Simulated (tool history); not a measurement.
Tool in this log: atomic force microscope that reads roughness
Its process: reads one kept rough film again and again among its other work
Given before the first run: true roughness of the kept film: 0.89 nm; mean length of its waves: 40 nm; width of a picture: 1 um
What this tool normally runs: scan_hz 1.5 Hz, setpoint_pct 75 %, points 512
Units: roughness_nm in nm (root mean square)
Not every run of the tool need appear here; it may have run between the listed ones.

Run 1, day 0: usual settings. Result: roughness_nm 0.782 nm (root mean square).
Run 2, day 2.204: usual settings. Result: roughness_nm 0.783 nm (root mean square).
Run 3, day 3.233: usual settings. Result: roughness_nm 0.775 nm (root mean square).
Run 4, day 4.262: usual settings. Result: roughness_nm 0.779 nm (root mean square).
Run 5, day 6.471: usual settings. Result: roughness_nm 0.772 nm (root mean square).
Run 6, day 8.667: usual settings. Result: roughness_nm 0.771 nm (root mean square).
At day 9.929: new tip fitted.
Run 7, day 10.683: usual settings. Result: roughness_nm 0.783 nm (root mean square).
Run 8, day 12.933: usual settings. Result: roughness_nm 0.782 nm (root mean square).
Run 9, day 15.312: usual settings. Result: roughness_nm 0.772 nm (root mean square).
Run 10, day 17.354: usual settings but scan_hz 0.64 Hz. Result: roughness_nm 0.821 nm (root mean square).
Run 11, day 19.146: usual settings but scan_hz 0.64 Hz, points 300. Result: roughness_nm 0.816 nm (root mean square).
At day 20.342: new tip fitted.
Run 12, day 20.342: usual settings but scan_hz 1.09 Hz. Result: roughness_nm 0.809 nm (root mean square).
Run 13, day 21.396: usual settings but scan_hz 1.09 Hz. Result: roughness_nm 0.809 nm (root mean square).
Run 14, day 22.429: usual settings but setpoint_pct 70 %. Result: roughness_nm 0.805 nm (root mean square).
Run 15, day 23.45: usual settings but setpoint_pct 61 %. Result: roughness_nm 0.835 nm (root mean square).
Run 16, day 25.829: usual settings. Result: roughness_nm 0.776 nm (root mean square).
Run 17, day 27.646: usual settings but scan_hz 0.54 Hz. Result: roughness_nm 0.829 nm (root mean square).
Run 18, day 29.975: usual settings but scan_hz 0.54 Hz. Result: roughness_nm 0.831 nm (root mean square).
At day 30.775: new tip fitted.
Run 19, day 31.988: usual settings but scan_hz 0.54 Hz. Result: roughness_nm 0.848 nm (root mean square).
Run 20, day 34.104: usual settings but scan_hz 0.54 Hz. Result: roughness_nm 0.842 nm (root mean square).
Run 21, day 36.475: usual settings. Result: roughness_nm 0.777 nm (root mean square).
Run 22, day 37.542: usual settings. Result: roughness_nm 0.778 nm (root mean square).
Run 23, day 39.183: usual settings but setpoint_pct 81 %. Result: roughness_nm 0.75 nm (root mean square).
At day 41.125: new tip fitted.
Run 24, day 41.125: usual settings but setpoint_pct 86 %. Result: roughness_nm 0.733 nm (root mean square).
Run 25, day 42.567: usual settings but setpoint_pct 86 %. Result: roughness_nm 0.729 nm (root mean square).
Run 26, day 44.229: usual settings but setpoint_pct 86 %. Result: roughness_nm 0.729 nm (root mean square).
Run 27, day 45.242: usual settings but scan_hz 0.85 Hz. Result: roughness_nm 0.816 nm (root mean square).
Run 28, day 46.825: usual settings but points 556. Result: roughness_nm 0.775 nm (root mean square).
Run 29, day 48.496: usual settings but points 556. Result: roughness_nm 0.778 nm (root mean square).
Run 30, day 50.858: usual settings but points 556. Result: roughness_nm 0.767 nm (root mean square).
At day 51.554: new tip fitted.
Run 31, day 52.429: usual settings but scan_hz 2 Hz, setpoint_pct 72 %, points 267. Result: roughness_nm 0.769 nm (root mean square).
At day 53.854: height scale calibrated on a step standard.
Run 32, day 54.746: usual settings but scan_hz 3.18 Hz, setpoint_pct 87 %, points 289. Result: roughness_nm 0.589 nm (root mean square).
Run 33, day 56.371: usual settings but scan_hz 3.18 Hz, setpoint_pct 87 %, points 289. Result: roughness_nm 0.582 nm (root mean square).
Run 34, day 57.862: usual settings but scan_hz 3.18 Hz, setpoint_pct 87 %, points 289. Result: roughness_nm 0.584 nm (root mean square).
Run 35, day 59.6: usual settings but scan_hz 3.18 Hz, setpoint_pct 87 %, points 289. Result: roughness_nm 0.582 nm (root mean square).
Run 36, day 61.646: usual settings but scan_hz 3.18 Hz, setpoint_pct 87 %, points 289. Result: roughness_nm 0.58 nm (root mean square).
At day 61.954: new tip fitted.
Run 37, day 63.575: usual settings but scan_hz 3.18 Hz, setpoint_pct 87 %, points 289. Result: roughness_nm 0.591 nm (root mean square).
Run 38, day 64.775: usual settings but setpoint_pct 87 %, points 329. Result: roughness_nm 0.713 nm (root mean square).
Run 39, day 66.4: usual settings but scan_hz 0.68 Hz, setpoint_pct 60 %, points 451. Result: roughness_nm 0.848 nm (root mean square).
Run 40, day 67.654: usual settings but scan_hz 0.68 Hz, setpoint_pct 60 %, points 451. Result: roughness_nm 0.851 nm (root mean square).
Run 41, day 69.475: usual settings but scan_hz 1.21 Hz, setpoint_pct 66 %. Result: roughness_nm 0.815 nm (root mean square).
Run 42, day 71.704: usual settings but scan_hz 2.58 Hz, setpoint_pct 84 %, points 277. Result: roughness_nm 0.641 nm (root mean square).
At day 72.4: new tip fitted.
Run 43, day 72.808: usual settings but scan_hz 2.58 Hz, setpoint_pct 84 %, points 277. Result: roughness_nm 0.652 nm (root mean square).

Expected results for the next run?
Run 44, day 73.942: usual settings but scan_hz 2.58 Hz, setpoint_pct 84 %, points 277. Result: roughness_nm ?.

{"run 44": {"roughness_nm": 0.655}}
On a tool with no hidden condition, and with the same random variation, this run would have come out at roughness_nm 0.656 nm (root mean square).
